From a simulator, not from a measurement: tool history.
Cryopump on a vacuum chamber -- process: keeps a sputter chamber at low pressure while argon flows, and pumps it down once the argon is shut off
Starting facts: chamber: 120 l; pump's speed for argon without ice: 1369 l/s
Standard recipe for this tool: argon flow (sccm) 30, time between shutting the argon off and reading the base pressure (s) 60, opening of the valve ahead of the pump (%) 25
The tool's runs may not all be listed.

run   hour  argon flow (sccm)  time between shutting the argon off and reading the base pressure (s)  opening of the valve ahead of the pump (%)  pressure while argon flows (Pa)  pressure after the wait (uPa)
  1    0.0                 30                                                                     60                                          25                           0.1491                           3.77
  2   18.7                 48                                                                     60                                          25                           0.2371                           3.85
  3   37.9                 48                                                                     60                                          25                           0.2386                           3.81
  4   54.2                 30                                                                     60                                          23                           0.1627                           3.87
  5   67.7                 30                                                                     60                                          23                           0.1606                           3.76
  6   83.1                 30                                                                     60                                          25                           0.1495                           3.86
  7   99.4                 30                                                                     60                                          25                           0.1494                           3.84
  8  119.0                 30                                                                     60                                          25                           0.1491                           3.82
  9  140.2                 24                                                                     60                                          25                           0.1187                           3.81
 10  160.5                 24                                                                     60                                          25                           0.1197                           3.79
 11  179.9                 24                                                                     60                                          25                           0.1197                           3.88
 12  191.5                 30                                                                     60                                          25                           0.1497                           3.83
 13  212.2                 17                                                                     60                                          25                           0.0849                           3.91
 14  225.2                 17                                                                     60                                          25                           0.0845                           3.84
 15  240.2                 17                                                                     60                                          25                           0.0846                           3.88
 16  261.4                 17                                                                     60                                          25                           0.0849                           3.94
 17  275.3                 17                                                                     60                                          25                           0.0845                           3.98
 18  294.6                 17                                                                     60                                          25                           0.0851                           4.04
 19  311.5                 20                                                                    186                                          49                           0.0512                           2.76
 20  331.0                 40                                                                    186                                          44                           0.1149                           2.86
 21  349.7                 18                                                                     67                                          27                           0.0837                           3.75

Expected results for the next run?
 22  361.2                 18                                                                     67                                          27                                ?                              ?

pressure while argon flows (Pa): 0.0841
pressure after the wait (uPa): 3.93
With the hidden condition absent and the run-to-run variation left alone, this run would have shown pressure while argon flows (Pa) 0.0828, pressure after the wait (uPa) 1.88.

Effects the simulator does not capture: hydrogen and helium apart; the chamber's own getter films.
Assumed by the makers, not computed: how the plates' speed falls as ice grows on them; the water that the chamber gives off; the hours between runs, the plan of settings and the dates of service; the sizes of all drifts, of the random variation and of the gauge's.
